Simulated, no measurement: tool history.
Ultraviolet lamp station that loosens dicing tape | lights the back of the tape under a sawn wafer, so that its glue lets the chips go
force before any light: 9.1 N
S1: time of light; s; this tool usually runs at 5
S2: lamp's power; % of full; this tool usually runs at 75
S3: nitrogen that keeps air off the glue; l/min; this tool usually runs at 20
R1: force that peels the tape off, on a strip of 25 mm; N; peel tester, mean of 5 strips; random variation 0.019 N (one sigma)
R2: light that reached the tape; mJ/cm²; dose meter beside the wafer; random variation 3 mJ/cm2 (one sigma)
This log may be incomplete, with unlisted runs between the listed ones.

{"run": 1, "hour": 0.0, "S1": 5, "S2": 75, "S3": 20, "R1": 1.057, "R2": 401}
{"run": 2, "hour": 4.7, "S1": 5, "S2": 75, "S3": 20, "R1": 1.126, "R2": 404}
{"run": 3, "hour": 9.7, "S1": 5, "S2": 72, "S3": 20, "R1": 1.22, "R2": 387}
{"run": 4, "hour": 19.2, "S1": 5, "S2": 72, "S3": 20, "R1": 1.222, "R2": 390}
{"run": 5, "hour": 30.4, "S1": 5, "S2": 72, "S3": 20, "R1": 1.178, "R2": 384}
{"run": 6, "hour": 35.3, "S1": 5, "S2": 75, "S3": 20, "R1": 1.162, "R2": 393}
{"run": 7, "hour": 41.2, "S1": 5, "S2": 97, "S3": 20, "R1": 0.67, "R2": 509}
{"run": 8, "hour": 46.9, "S1": 5, "S2": 75, "S3": 20, "R1": 1.148, "R2": 392}
{"run": 9, "hour": 56.1, "S1": 5, "S2": 75, "S3": 20, "R1": 1.174, "R2": 388}
{"run": 10, "hour": 60.9, "S1": 3, "S2": 75, "S3": 20, "R1": 2.608, "R2": 234}
{"run": 11, "hour": 65.5, "S1": 3, "S2": 75, "S3": 20, "R1": 2.551, "R2": 233}
{"run": 12, "hour": 70.9, "S1": 3, "S2": 75, "S3": 20, "R1": 2.632, "R2": 238}
{"run": 13, "hour": 81.6, "S1": 3, "S2": 75, "S3": 20, "R1": 2.691, "R2": 231}
{"run": 14, "hour": 89.2, "S1": 5, "S2": 75, "S3": 20, "R1": 1.145, "R2": 388}
{"run": 15, "hour": 98.7, "S1": 7, "S2": 75, "S3": 20, "R1": 0.618, "R2": 546}
{"run": 16, "hour": 108.1, "S1": 7, "S2": 75, "S3": 20, "R1": 0.608, "R2": 539}
{"run": 17, "hour": 118.7, "S1": 3, "S2": 75, "S3": 20, "R1": 2.689, "R2": 230}
{"run": 18, "hour": 126.1, "S1": 3, "S2": 75, "S3": 20, "R1": 2.536, "R2": 232}
{"run": 19, "hour": 131.6, "S1": 5, "S2": 84, "S3": 20, "R1": 0.973, "R2": 429}
{"hour": 132.7, "done": "window cleaned of glue's vapour"}
{"run": 20, "hour": 142.9, "S1": 5, "S2": 84, "S3": 20, "R1": 1.052, "R2": 415}
{"run": 21, "hour": 151.0, "S1": 5, "S2": 84, "S3": 20, "R1": 1.043, "R2": 415}
{"run": 22, "hour": 161.4, "S1": 5, "S2": 61, "S3": 36, "R1": 1.322, "R2": 299}
{"run": 23, "hour": 168.1, "S1": 5, "S2": 61, "S3": 36, "R1": 1.286, "R2": 300}
{"run": 24, "hour": 177.3, "S1": 5, "S2": 61, "S3": 36, "R1": 1.299, "R2": 298}
{"run": 25, "hour": 183.1, "S1": 6, "S2": 61, "S3": 11, "R1": 2.067, "R2": 353}
{"hour": 188.4, "done": "window cleaned of glue's vapour, once more"}
{"run": 26, "hour": 193.8, "S1": 4, "S2": 61, "S3": 14, "R1": 2.676, "R2": 267}
{"run": 27, "hour": 201.2, "S1": 9, "S2": 82, "S3": 11, "R1": 0.452, "R2": 813}
{"run": 28, "hour": 211.8, "S1": 9, "S2": 64, "S3": 22, "R1": 0.406, "R2": 624}
{"run": 29, "hour": 217.2, "S1": 5, "S2": 80, "S3": 20, "R1": 0.937, "R2": 435}
{"run": 30, "hour": 223.0, "S1": 7, "S2": 75, "S3": 15, "R1": 0.7, "R2": 569}
{"run": 31, "hour": 232.8, "S1": 7, "S2": 75, "S3": 15, "R1": 0.687, "R2": 569}
{"run": 32, "hour": 238.9, "S1": 10, "S2": 77, "S3": 21, "R1": 0.252, "R2": 830}
{"run": 33, "hour": 243.8, "S1": 8, "S2": 92, "S3": 38, "R1": 0.22, "R2": 792}
{"run": 34, "hour": 249.0, "S1": 3, "S2": 71, "S3": 20, "R1": 2.613, "R2": 224}
{"run": 35, "hour": 260.2, "S1": 5, "S2": 75, "S3": 27, "R1": 0.857, "R2": 401}
{"run": 36, "hour": 268.4, "S1": 5, "S2": 75, "S3": 27, "R1": 0.873, "R2": 403}
{"run": 37, "hour": 274.4, "S1": 5, "S2": 75, "S3": 27, "R1": 0.915, "R2": 401}
{"run": 38, "hour": 280.2, "S1": 3, "S2": 69, "S3": 6, "R1": 4.446, "R2": 220}
{"run": 39, "hour": 288.5, "S1": 6, "S2": 92, "S3": 31, "R1": 0.354, "R2": 584}
{"run": 40, "hour": 299.7, "S1": 5, "S2": 97, "S3": 22, "R1": 0.616, "R2": 513}
{"run": 41, "hour": 309.3, "S1": 3, "S2": 70, "S3": 39, "R1": 1.993, "R2": 221}
{"run": 42, "hour": 315.3, "S1": 5, "S2": 62, "S3": 21, "R1": 1.509, "R2": 327}

Alternative continuations, all from the tool just after run 42; predict every row:
{"run": "A", "hour": 326.5, "S1": 8, "S2": 75, "S3": 20, "R1": "?", "R2": "?"}
{"run": "B", "hour": 326.5, "S1": 3, "S2": 97, "S3": 11, "R1": "?", "R2": "?"}
{"run": "C", "hour": 326.5, "S1": 5, "S2": 66, "S3": 6, "R1": "?", "R2": "?"}
{"run": "D", "hour": 326.5, "S1": 5, "S2": 62, "S3": 27, "R1": "?", "R2": "?"}
{"run": "E", "hour": 326.5, "S1": 6, "S2": 65, "S3": 23, "R1": "?", "R2": "?"}

run=A R1=0.442 R2=625
run=B R1=2.527 R2=307
run=C R1=2.955 R2=346
run=D R1=1.347 R2=325
run=E R1=0.956 R2=404
Stripped of hidden state, with their random variation kept, the same runs would have yielded:
run=A R1=0.354 R2=700
run=B R1=2.179 R2=344
run=C R1=2.591 R2=388
run=D R1=1.093 R2=364
run=E R1=0.759 R2=454
